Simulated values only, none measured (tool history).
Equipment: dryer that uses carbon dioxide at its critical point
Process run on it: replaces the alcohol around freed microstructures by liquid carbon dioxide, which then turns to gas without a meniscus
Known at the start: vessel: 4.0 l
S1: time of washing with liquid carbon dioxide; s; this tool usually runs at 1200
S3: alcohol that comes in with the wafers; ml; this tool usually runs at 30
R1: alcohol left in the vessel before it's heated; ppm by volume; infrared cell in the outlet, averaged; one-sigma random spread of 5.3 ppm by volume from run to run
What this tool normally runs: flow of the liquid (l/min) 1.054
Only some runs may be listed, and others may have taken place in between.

Run 1, hour 0.0: usual settings. Result: R1 244 ppm by volume.
Run 2, hour 8.8: usual settings. Result: R1 238 ppm by volume.
Run 3, hour 13.2: usual settings. Result: R1 240 ppm by volume.
Run 4, hour 21.0: usual settings. Result: R1 246 ppm by volume.
Run 5, hour 27.4: usual settings. Result: R1 245 ppm by volume.
Run 6, hour 31.5: usual settings. Result: R1 255 ppm by volume.
Run 7, hour 40.8: usual settings. Result: R1 238 ppm by volume.
Run 8, hour 48.9: usual settings but flow of the liquid (l/min) 1.430. Result: R1 120 ppm by volume.
Run 9, hour 54.7: usual settings but flow of the liquid (l/min) 1.430. Result: R1 130 ppm by volume.
Run 10, hour 64.1: usual settings but flow of the liquid (l/min) 1.430. Result: R1 125 ppm by volume.
Run 11, hour 73.2: usual settings but flow of the liquid (l/min) 1.430. Result: R1 125 ppm by volume.
Run 12, hour 80.8: usual settings but flow of the liquid (l/min) 1.430. Result: R1 135 ppm by volume.
Run 13, hour 90.0: usual settings but flow of the liquid (l/min) 1.430. Result: R1 132 ppm by volume.
Run 14, hour 98.2: usual settings but flow of the liquid (l/min) 1.430. Result: R1 135 ppm by volume.
Run 15, hour 102.9: usual settings but flow of the liquid (l/min) 1.430. Result: R1 134 ppm by volume.
Run 16, hour 110.5: usual settings but flow of the liquid (l/min) 1.430. Result: R1 138 ppm by volume.
Run 17, hour 120.2: usual settings but flow of the liquid (l/min) 1.430. Result: R1 134 ppm by volume.
Run 18, hour 128.8: usual settings but S1 1680 s. Result: R1 131 ppm by volume.
Run 19, hour 137.9: usual settings but flow of the liquid (l/min) 1.300, S3 21 ml. Result: R1 147 ppm by volume.
Run 20, hour 146.3: usual settings but S1 1020 s, flow of the liquid (l/min) 1.750, S3 24 ml. Result: R1 128 ppm by volume.
Run 21, hour 151.0: usual settings but S1 840 s, flow of the liquid (l/min) 0.670, S3 31 ml. Result: R1 1561 ppm by volume.
Run 22, hour 158.4: usual settings but S1 840 s, flow of the liquid (l/min) 0.710, S3 31 ml. Result: R1 1478 ppm by volume.
Run 23, hour 163.6: usual settings but S1 840 s, flow of the liquid (l/min) 0.710, S3 31 ml. Result: R1 1482 ppm by volume.
Run 24, hour 167.7: usual settings but S1 840 s, flow of the liquid (l/min) 0.710, S3 31 ml. Result: R1 1445 ppm by volume.
Run 25, hour 175.4: usual settings but S1 840 s, flow of the liquid (l/min) 0.710, S3 31 ml. Result: R1 1432 ppm by volume.
Run 26, hour 180.0: usual settings but S1 840 s, flow of the liquid (l/min) 0.720, S3 74 ml. Result: R1 3327 ppm by volume.
Run 27, hour 188.0: usual settings but S1 780 s, flow of the liquid (l/min) 0.820, S3 111 ml. Result: R1 4491 ppm by volume.
Run 28, hour 192.3: usual settings but flow of the liquid (l/min) 0.920, S3 68 ml. Result: R1 811 ppm by volume.
Run 29, hour 200.6: usual settings but flow of the liquid (l/min) 0.920, S3 68 ml. Result: R1 814 ppm by volume.
Run 30, hour 209.9: usual settings but flow of the liquid (l/min) 0.920, S3 68 ml. Result: R1 824 ppm by volume.
Run 31, hour 213.9: usual settings but S1 1440 s, flow of the liquid (l/min) 1.140, S3 21 ml. Result: R1 157 ppm by volume.
Run 32, hour 218.6: usual settings but S1 1260 s, flow of the liquid (l/min) 1.330, S3 64 ml. Result: R1 248 ppm by volume.
Run 33, hour 223.6: usual settings but flow of the liquid (l/min) 1.330, S3 60 ml. Result: R1 274 ppm by volume.
Run 34, hour 231.5: usual settings but S1 780 s, flow of the liquid (l/min) 1.610, S3 83 ml. Result: R1 726 ppm by volume.
Run 35, hour 238.7: usual settings but flow of the liquid (l/min) 1.200, S3 77 ml. Result: R1 448 ppm by volume.
Run 36, hour 242.8: usual settings but S1 840 s, flow of the liquid (l/min) 0.760, S3 102 ml. Result: R1 4211 ppm by volume.

Below are 5 alternative next runs, each starting from the tool's condition after run 36. Predict each:
Run A, hour 249.0: usual settings but S1 840 s, flow of the liquid (l/min) 0.800, S3 24 ml. Result: R1 ?.
Run B, hour 249.0: usual settings but S1 1740 s, flow of the liquid (l/min) 0.730, S3 106 ml. Result: R1 ?.
Run C, hour 249.0: usual settings but S1 1020 s, flow of the liquid (l/min) 1.340. Result: R1 ?.
Run D, hour 249.0: usual settings but S1 840 s, flow of the liquid (l/min) 0.660, S3 102 ml. Result: R1 ?.
Run E, hour 249.0: usual settings but S3 54 ml. Result: R1 ?.

run    R1
  A   968
  B   796
  C   277
  D  5403
  E   489
Had the tool no hidden state, the same runs would have come out as:
run    R1
  A   587
  B   337
  C    84
  D  3845
  E   191
